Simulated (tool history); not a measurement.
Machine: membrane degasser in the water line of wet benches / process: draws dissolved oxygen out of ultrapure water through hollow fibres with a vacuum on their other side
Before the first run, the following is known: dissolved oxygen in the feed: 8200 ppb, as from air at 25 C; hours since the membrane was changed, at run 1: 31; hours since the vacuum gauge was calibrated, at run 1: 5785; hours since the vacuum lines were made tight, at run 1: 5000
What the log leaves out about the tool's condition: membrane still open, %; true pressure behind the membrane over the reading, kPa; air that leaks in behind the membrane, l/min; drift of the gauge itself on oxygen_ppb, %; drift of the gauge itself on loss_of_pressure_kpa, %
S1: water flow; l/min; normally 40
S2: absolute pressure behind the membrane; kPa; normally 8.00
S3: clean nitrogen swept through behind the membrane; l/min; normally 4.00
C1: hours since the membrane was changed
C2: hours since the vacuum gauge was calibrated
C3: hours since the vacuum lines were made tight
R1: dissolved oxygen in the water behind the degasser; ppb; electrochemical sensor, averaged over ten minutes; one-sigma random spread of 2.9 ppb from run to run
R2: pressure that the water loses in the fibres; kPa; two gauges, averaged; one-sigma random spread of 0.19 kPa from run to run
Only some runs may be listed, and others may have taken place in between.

Run 1, day 0.000: usual settings; C1 31; C2 5785; C3 5000. Result: R1 293.3 ppb, R2 40.99 kPa.
At day 1.842: vacuum gauge calibrated.
Run 2, day 5.812: usual settings; C1 170; C2 95; C3 5139. Result: R1 283.1 ppb, R2 41.20 kPa.
Run 3, day 10.575: usual settings; C1 284; C2 210; C3 5254. Result: R1 284.3 ppb, R2 41.56 kPa.
Run 4, day 15.850: usual settings; C1 411; C2 336; C3 5380. Result: R1 287.5 ppb, R2 41.50 kPa.
Run 5, day 22.967: usual settings; C1 582; C2 507; C3 5551. Result: R1 290.0 ppb, R2 41.35 kPa.
Run 6, day 29.696: usual settings; C1 743; C2 668; C3 5713. Result: R1 291.2 ppb, R2 41.41 kPa.
Run 7, day 35.733: usual settings but S1 29 l/min; C1 888; C2 813; C3 5858. Result: R1 132.8 ppb, R2 30.13 kPa.
Run 8, day 39.896: usual settings but S1 29 l/min; C1 988; C2 913; C3 5958. Result: R1 136.6 ppb, R2 30.62 kPa.
Run 9, day 44.429: usual settings; C1 1097; C2 1022; C3 6066. Result: R1 296.1 ppb, R2 41.95 kPa.
Run 10, day 51.517: usual settings but S1 54 l/min, S2 16.34 kPa; C1 1267; C2 1192; C3 6236. Result: R1 794.1 ppb, R2 56.38 kPa.
Run 11, day 56.454: usual settings but S1 49 l/min, S2 16.11 kPa, S3 2.61 l/min; C1 1385; C2 1311; C3 6355. Result: R1 822.5 ppb, R2 51.69 kPa.
Run 12, day 61.833: usual settings but S1 49 l/min, S2 16.11 kPa, S3 2.61 l/min; C1 1514; C2 1440; C3 6484. Result: R1 815.0 ppb, R2 51.21 kPa.
At day 68.125: seals of the vacuum lines changed.
Run 13, day 68.562: usual settings but S1 49 l/min, S2 16.11 kPa, S3 2.61 l/min; C1 1674; C2 1599; C3 11. Result: R1 823.5 ppb, R2 51.27 kPa.
Run 14, day 73.400: usual settings but S1 25 l/min, S3 1.75 l/min; C1 1790; C2 1715; C3 127. Result: R1 178.9 ppb, R2 26.16 kPa.
Run 15, day 79.633: usual settings but S1 25 l/min, S3 1.75 l/min; C1 1940; C2 1865; C3 276. Result: R1 182.0 ppb, R2 26.17 kPa.
Run 16, day 83.708: usual settings but S1 25 l/min, S2 7.46 kPa, S3 1.75 l/min; C1 2038; C2 1963; C3 374. Result: R1 166.7 ppb, R2 26.53 kPa.
Run 17, day 91.646: usual settings but S1 41 l/min, S2 18.20 kPa; C1 2228; C2 2153; C3 565. Result: R1 538.3 ppb, R2 42.74 kPa.
Run 18, day 97.600: usual settings but S1 34 l/min, S2 6.08 kPa; C1 2371; C2 2296; C3 707. Result: R1 164.0 ppb, R2 35.54 kPa.

Below are 4 alternative next runs, each starting from the tool's condition after run 18. Predict each:
Run A, day 102.892: usual settings but S1 35 l/min, S2 6.14 kPa, S3 2.24 l/min; C1 2498; C2 2423; C3 834. Result: R1 ?, R2 ?.
Run B, day 102.892: usual settings but S1 34 l/min, S2 16.38 kPa, S3 6.51 l/min; C1 2498; C2 2423; C3 834. Result: R1 ?, R2 ?.
Run C, day 102.892: usual settings but S1 57 l/min, S3 3.13 l/min; C1 2498; C2 2423; C3 834. Result: R1 ?, R2 ?.
Run D, day 102.892: usual settings but S1 38 l/min, S3 1.92 l/min; C1 2498; C2 2423; C3 834. Result: R1 ?, R2 ?.

run     R1     R2
  A  226.6  36.99
  B  269.4  35.90
  C  695.5  60.58
  D  361.5  39.83
Had the tool no hidden state, the same runs would have come out as:
run     R1     R2
  A  213.4  36.38
  B  260.2  35.31
  C  667.5  59.58
  D  345.7  39.17
